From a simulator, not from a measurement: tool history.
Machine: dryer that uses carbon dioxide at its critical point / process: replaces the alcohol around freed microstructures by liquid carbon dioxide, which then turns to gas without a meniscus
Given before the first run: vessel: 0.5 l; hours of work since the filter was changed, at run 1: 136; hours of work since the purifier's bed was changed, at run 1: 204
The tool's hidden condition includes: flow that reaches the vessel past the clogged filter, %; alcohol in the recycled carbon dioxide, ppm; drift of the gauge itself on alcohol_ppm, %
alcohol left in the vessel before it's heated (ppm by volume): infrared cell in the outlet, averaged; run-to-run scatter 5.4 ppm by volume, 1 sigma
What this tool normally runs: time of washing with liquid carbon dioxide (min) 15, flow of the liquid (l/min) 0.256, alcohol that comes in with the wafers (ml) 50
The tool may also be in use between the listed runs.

run,hour,time of washing with liquid carbon dioxide (min),flow of the liquid (l/min),alcohol that comes in with the wafers (ml),hours of work since the filter was changed,hours of work since the purifier's bed was changed,alcohol left in the vessel before it's heated (ppm by volume)
1,0.0,15,0.256,50,136,204,178
2,46.9,15,0.256,50,162,230,184
3,110.3,15,0.256,50,197,264,184
4,157.4,15,0.256,50,222,290,202
5,202.2,13,0.256,50,247,314,426
6,240.7,13,0.256,22,268,336,224
7,288.9,15,0.235,50,294,362,349
8,347.5,15,0.256,50,326,394,212
9,392.4,15,0.256,50,351,418,236
10,437.3,15,0.256,50,375,443,237
11,502.1,18,0.256,46,411,478,114
12,541.1,18,0.256,46,432,500,109
13,574.0,15,0.188,28,450,518,714
14,622.8,15,0.188,28,477,544,731
15,680.1,15,0.188,28,508,575,719
16,744.4,19,0.221,95,543,611,318
17,774.8,19,0.221,95,560,627,311
18,803.3,11,0.194,50,575,643,3694
# hour 838.4: inlet filter changed
19,870.4,11,0.251,50,17,679,938
20,901.9,16,0.262,50,35,696,150

3 ways to go on from here, each from the tool as it stands after run 20. What would each give?
A,967.5,15,0.288,50,71,732,?
B,967.5,17,0.380,37,71,732,?
C,967.5,16,0.162,67,71,732,?

run,alcohol left in the vessel before it's heated (ppm by volume)
A,146
B,78
C,1941
Without the tool's hidden state the same runs would have given:
run,alcohol left in the vessel before it's heated (ppm by volume)
A,64
B,0
C,1788
